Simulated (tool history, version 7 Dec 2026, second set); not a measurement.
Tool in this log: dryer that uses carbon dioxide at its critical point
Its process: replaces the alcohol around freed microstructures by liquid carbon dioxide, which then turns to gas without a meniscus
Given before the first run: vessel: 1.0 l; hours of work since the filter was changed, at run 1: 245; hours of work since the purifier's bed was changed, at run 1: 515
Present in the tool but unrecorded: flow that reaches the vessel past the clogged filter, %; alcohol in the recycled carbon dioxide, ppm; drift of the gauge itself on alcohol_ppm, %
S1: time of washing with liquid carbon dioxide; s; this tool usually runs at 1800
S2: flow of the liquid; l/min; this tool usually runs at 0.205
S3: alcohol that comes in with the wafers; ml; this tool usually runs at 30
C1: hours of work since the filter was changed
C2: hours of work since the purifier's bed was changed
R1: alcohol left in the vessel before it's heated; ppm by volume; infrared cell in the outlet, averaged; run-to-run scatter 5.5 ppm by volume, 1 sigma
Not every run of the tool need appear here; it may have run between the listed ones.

run 1 hour=0 | S1=1800 S2=0.205 S3=30 | C1=245 C2=515 | R1=263
run 2 hour=9.9 | S1=1800 S2=0.205 S3=30 | C1=253 C2=523 | R1=270
run 3 hour=26.6 | S1=1800 S2=0.205 S3=30 | C1=266 C2=536 | R1=255
run 4 hour=44.1 | S1=1800 S2=0.205 S3=30 | C1=280 C2=550 | R1=267
run 5 hour=60.8 | S1=1800 S2=0.205 S3=48 | C1=293 C2=563 | R1=406
run 6 hour=71.4 | S1=1800 S2=0.324 S3=48 | C1=302 C2=572 | R1=93
run 7 hour=86.5 | S1=1800 S2=0.324 S3=48 | C1=314 C2=584 | R1=93
run 8 hour=103.1 | S1=1800 S2=0.324 S3=48 | C1=327 C2=597 | R1=101
run 9 hour=122.4 | S1=1800 S2=0.324 S3=48 | C1=342 C2=612 | R1=92
run 10 hour=140.1 | S1=1080 S2=0.205 S3=30 | C1=356 C2=626 | R1=1618
run 11 hour=157.2 | S1=1080 S2=0.205 S3=30 | C1=370 C2=640 | R1=1606
run 12 hour=173.2 | S1=1080 S2=0.205 S3=30 | C1=383 C2=653 | R1=1646
-- hour=187.7 inlet filter changed
run 13 hour=187.7 | S1=1080 S2=0.205 S3=30 | C1=0 C2=664 | R1=1346
run 14 hour=203.6 | S1=1080 S2=0.205 S3=30 | C1=13 C2=676 | R1=1353
run 15 hour=216.7 | S1=1860 S2=0.205 S3=30 | C1=23 C2=687 | R1=233
run 16 hour=228.3 | S1=1980 S2=0.29 S3=101 | C1=32 C2=696 | R1=115
run 17 hour=243.7 | S1=2460 S2=0.25 S3=101 | C1=45 C2=708 | R1=114
run 18 hour=255 | S1=2460 S2=0.25 S3=101 | C1=54 C2=717 | R1=120
run 19 hour=275.1 | S1=1800 S2=0.198 S3=30 | C1=70 C2=733 | R1=293
run 20 hour=288.1 | S1=1800 S2=0.198 S3=30 | C1=80 C2=744 | R1=304
run 21 hour=298.3 | S1=1740 S2=0.227 S3=59 | C1=88 C2=752 | R1=325
run 22 hour=315.7 | S1=1800 S2=0.167 S3=30 | C1=102 C2=766 | R1=573
run 23 hour=331 | S1=1800 S2=0.147 S3=30 | C1=114 C2=778 | R1=889
run 24 hour=341.8 | S1=2280 S2=0.219 S3=93 | C1=123 C2=787 | R1=194
run 25 hour=357.1 | S1=1680 S2=0.205 S3=30 | C1=135 C2=799 | R1=360
run 26 hour=373.5 | S1=1260 S2=0.205 S3=65 | C1=148 C2=812 | R1=1855
run 27 hour=381.9 | S1=1260 S2=0.205 S3=65 | C1=155 C2=819 | R1=1826

Below are 3 alternative next runs, each starting from the tool's condition after run 27. Predict each:
run A hour=395.6 | S1=2580 S2=0.199 S3=67 | C1=166 C2=829 | R1=?
run B hour=395.6 | S1=1260 S2=0.125 S3=33 | C1=166 C2=829 | R1=?
run C hour=395.6 | S1=1560 S2=0.205 S3=30 | C1=166 C2=829 | R1=?

run=A R1=163
run=B R1=4080
run=C R1=454
With the hidden condition removed and each run's random variation left untouched, the same runs would have given:
run=A R1=39
run=B R1=3726
run=C R1=297
